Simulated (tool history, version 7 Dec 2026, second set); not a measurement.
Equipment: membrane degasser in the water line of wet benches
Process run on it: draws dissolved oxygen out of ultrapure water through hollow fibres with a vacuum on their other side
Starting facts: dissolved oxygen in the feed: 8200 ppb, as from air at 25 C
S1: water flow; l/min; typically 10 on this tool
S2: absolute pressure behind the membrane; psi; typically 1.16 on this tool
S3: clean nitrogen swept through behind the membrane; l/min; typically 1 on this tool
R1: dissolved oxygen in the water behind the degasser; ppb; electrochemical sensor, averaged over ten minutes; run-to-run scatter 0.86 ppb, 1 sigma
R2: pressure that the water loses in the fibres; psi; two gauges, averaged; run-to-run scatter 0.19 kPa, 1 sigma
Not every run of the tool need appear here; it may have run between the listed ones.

Run 1, hour 0: usual settings. Result: R1 118.6 ppb, R2 6.044 psi.
Run 2, hour 269.7: usual settings. Result: R1 120 ppb, R2 6.044 psi.
Run 3, hour 417.5: usual settings. Result: R1 118.2 ppb, R2 6.029 psi.
Run 4, hour 672: usual settings. Result: R1 118.4 ppb, R2 6.045 psi.
Run 5, hour 814.4: usual settings. Result: R1 120.1 ppb, R2 6.036 psi.
Run 6, hour 1055.2: usual settings. Result: R1 120.4 ppb, R2 6.044 psi.
Run 7, hour 1283.9: usual settings. Result: R1 119.6 ppb, R2 6.048 psi.
Run 8, hour 1565.6: usual settings. Result: R1 118.8 ppb, R2 6.087 psi.
Run 9, hour 1840.8: usual settings. Result: R1 122 ppb, R2 6.067 psi.
Run 10, hour 2004.7: usual settings. Result: R1 122.3 ppb, R2 6.064 psi.
Run 11, hour 2162.8: usual settings but S3 0.54 l/min. Result: R1 209.3 ppb, R2 6.129 psi.
Run 12, hour 2414.5: usual settings but S3 0.54 l/min. Result: R1 207.5 ppb, R2 6.119 psi.
Run 13, hour 2604.9: usual settings but S3 0.54 l/min. Result: R1 206.7 ppb, R2 6.105 psi.
Run 14, hour 2756: usual settings but S3 0.54 l/min. Result: R1 206.3 ppb, R2 6.147 psi.
Run 15, hour 2924.4: usual settings but S1 13 l/min, S3 0.54 l/min. Result: R1 272.7 ppb, R2 7.934 psi.
Run 16, hour 3227.6: usual settings but S1 13 l/min, S3 0.54 l/min. Result: R1 270.4 ppb, R2 7.981 psi.
Run 17, hour 3429: usual settings but S1 13 l/min, S3 0.54 l/min. Result: R1 271.7 ppb, R2 7.987 psi.
Run 18, hour 3622.3: usual settings but S1 13 l/min, S3 0.54 l/min. Result: R1 277.1 ppb, R2 8.052 psi.
Run 19, hour 3918.4: usual settings but S1 6 l/min, S3 0.54 l/min. Result: R1 134.6 ppb, R2 3.677 psi.
Run 20, hour 4079.5: usual settings but S1 6 l/min, S3 0.54 l/min. Result: R1 132.2 ppb, R2 3.717 psi.
Run 21, hour 4215.9: usual settings but S1 13 l/min, S2 2.528 psi, S3 0.69 l/min. Result: R1 598.9 ppb, R2 7.993 psi.
Run 22, hour 4518.7: usual settings but S1 11 l/min, S2 1.791 psi. Result: R1 249.4 ppb, R2 6.834 psi.
Run 23, hour 4772.4: usual settings but S2 0.779 psi, S3 0.81 l/min. Result: R1 73.1 ppb, R2 6.237 psi.
Run 24, hour 5059.5: usual settings but S2 0.789 psi, S3 0.61 l/min. Result: R1 95.5 ppb, R2 6.167 psi.
Run 25, hour 5277.9: usual settings but S1 15 l/min, S2 1.787 psi, S3 0.83 l/min. Result: R1 400.2 ppb, R2 9.367 psi.
Run 26, hour 5461.3: usual settings but S1 15 l/min, S2 0.965 psi, S3 2.07 l/min. Result: R1 102.7 ppb, R2 9.362 psi.
Run 27, hour 5612.7: usual settings but S1 9 l/min, S2 2.267 psi, S3 2.67 l/min. Result: R1 106.9 ppb, R2 5.604 psi.
Run 28, hour 5906.1: usual settings but S1 9 l/min, S2 2.267 psi, S3 2.67 l/min. Result: R1 107.5 ppb, R2 5.645 psi.
Run 29, hour 6079: usual settings but S1 9 l/min, S2 2.267 psi, S3 2.67 l/min. Result: R1 106.9 ppb, R2 5.645 psi.
Run 30, hour 6337: usual settings but S2 1.598 psi, S3 0.75 l/min. Result: R1 249.7 ppb, R2 6.224 psi.
Run 31, hour 6493.6: usual settings but S2 1.598 psi, S3 0.75 l/min. Result: R1 250.8 ppb, R2 6.296 psi.
Run 32, hour 6678.8: usual settings but S2 1.136 psi, S3 0.77 l/min. Result: R1 151.7 ppb, R2 6.234 psi.

Removed from this log: 1 entry logged between the listed runs. Between which two listed runs does each belong, and how does the tool's hidden state at the listed run before it compare with that at the listed run after it?
From run 23 to run 24: seals of the vacuum lines changed (hour 5051.6)
  membrane still open, %: 97.2 -> 97; true pressure behind the membrane over the reading, kPa: 0.16 -> 0.17; air that leaks in behind the membrane, l/min: 0.0168 -> 0.0039
  what was measured, less what the result would be without the hidden state, R1: +7.4 -> +7.5 ppb; R2: +0.174 -> +0.183 psi
